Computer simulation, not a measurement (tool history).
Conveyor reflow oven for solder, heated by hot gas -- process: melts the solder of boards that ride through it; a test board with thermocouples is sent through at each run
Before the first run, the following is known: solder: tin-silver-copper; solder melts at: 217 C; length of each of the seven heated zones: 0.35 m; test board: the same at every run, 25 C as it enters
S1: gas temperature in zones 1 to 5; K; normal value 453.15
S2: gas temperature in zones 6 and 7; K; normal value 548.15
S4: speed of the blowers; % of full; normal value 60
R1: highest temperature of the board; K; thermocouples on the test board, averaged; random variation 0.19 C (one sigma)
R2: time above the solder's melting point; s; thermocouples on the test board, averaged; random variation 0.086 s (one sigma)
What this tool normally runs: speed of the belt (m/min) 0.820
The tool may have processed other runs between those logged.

Run 1, hour 0.0: usual settings. Result: R1 527.45 K, R2 40.54 s.
At hour 62.3: flux residue cleaned out of gas plates and filters.
Run 2, hour 85.7: usual settings. Result: R1 528.15 K, R2 41.34 s.
Run 3, hour 137.2: usual settings but S4 82 % of full. Result: R1 532.45 K, R2 43.68 s.
At hour 154.3: belt drive overhauled, speed set with a stopwatch.
Run 4, hour 221.2: usual settings but S4 82 % of full. Result: R1 531.35 K, R2 42.38 s.
Run 5, hour 299.4: usual settings but S4 82 % of full. Result: R1 531.05 K, R2 42.16 s.
Run 6, hour 334.3: usual settings. Result: R1 526.45 K, R2 39.53 s.
Run 7, hour 395.4: usual settings. Result: R1 526.65 K, R2 39.39 s.
At hour 430.8: flux residue cleaned out of gas plates and filters.
Run 8, hour 454.0: usual settings but S4 64 % of full. Result: R1 528.35 K, R2 40.50 s.
At hour 498.5: thermocouples of zones 6 and 7 changed.
Run 9, hour 502.2: usual settings but S2 545.15 K. Result: R1 525.45 K, R2 39.17 s.
Run 10, hour 541.4: usual settings but S2 545.15 K. Result: R1 525.35 K, R2 39.10 s.
Run 11, hour 584.1: usual settings but S2 545.15 K. Result: R1 525.15 K, R2 38.88 s.
Run 12, hour 653.8: usual settings but S4 65 % of full. Result: R1 528.55 K, R2 40.78 s.
Run 13, hour 695.7: usual settings but S4 65 % of full. Result: R1 528.55 K, R2 40.68 s.
Run 14, hour 775.2: usual settings but S1 463.15 K. Result: R1 529.05 K, R2 43.72 s.
At hour 802.1: flux residue cleaned out of gas plates and filters.
Run 15, hour 851.2: usual settings but S1 455.15 K. Result: R1 528.05 K, R2 41.08 s.
Run 16, hour 886.3: usual settings but S1 455.15 K, S4 88 % of full. Result: R1 533.55 K, R2 43.93 s.
Run 17, hour 971.8: usual settings but S1 455.15 K, S4 88 % of full. Result: R1 533.15 K, R2 43.90 s.
Run 18, hour 1016.5: usual settings but S1 459.15 K, S2 553.15 K, speed of the belt (m/min) 0.784. Result: R1 533.95 K, R2 46.92 s.
Run 19, hour 1061.3: usual settings but S1 459.15 K, S2 542.15 K, speed of the belt (m/min) 0.907. Result: R1 519.85 K, R2 33.64 s.
Run 20, hour 1111.2: usual settings but S1 460.15 K, speed of the belt (m/min) 0.789. Result: R1 529.35 K, R2 45.10 s.

The next listed run, before its measurement:
At hour 1167.5: flux residue cleaned out of gas plates and filters.
Run 21, hour 1171.2: usual settings but speed of the belt (m/min) 0.854, S4 50 % of full. Result: R1 ?, R2 ?.

{"run 21": {"R1": 522.65, "R2": 35.91}}
Had the tool carried no hidden state, the very same run would have given R1 523.45 K, R2 35.90 s.

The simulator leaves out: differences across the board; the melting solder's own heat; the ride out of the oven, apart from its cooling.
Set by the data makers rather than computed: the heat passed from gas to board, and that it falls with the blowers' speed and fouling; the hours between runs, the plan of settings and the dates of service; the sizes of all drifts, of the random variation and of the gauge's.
